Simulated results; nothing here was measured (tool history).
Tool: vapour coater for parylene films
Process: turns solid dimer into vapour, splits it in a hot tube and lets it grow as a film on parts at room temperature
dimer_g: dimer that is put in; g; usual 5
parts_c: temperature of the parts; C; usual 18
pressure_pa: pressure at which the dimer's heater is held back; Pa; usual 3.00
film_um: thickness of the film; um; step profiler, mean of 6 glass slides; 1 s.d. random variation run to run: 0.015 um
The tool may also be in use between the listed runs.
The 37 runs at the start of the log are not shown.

run,hour,dimer_g,parts_c,pressure_pa,film_um
38,573.2,7,18,4.19,3.01
39,588.4,7,18,4.19,2.97
40,598.9,8,18,11.43,2.70
41,610.7,7,24,11.43,1.82
42,625.8,7,24,11.43,1.85
43,642.7,3,11,2.43,1.92
44,654.6,3,11,2.43,1.92
45,665.4,3,11,2.43,1.91
46,676.7,3,11,2.43,1.91
47,696.4,3,11,2.43,1.91

Consider 3 possible next runs. They are alternatives, not a sequence: every one starts from the tool as it was left by run 47. What does each give?
A,709.1,9,18,2.90,?
B,709.1,5,12,3.00,?
C,709.1,3,11,2.43,?

run,film_um
A,4.06
B,2.89
C,1.90
Stripped of hidden state, with their random variation kept, the same runs would have yielded:
run,film_um
A,4.36
B,3.11
C,2.04
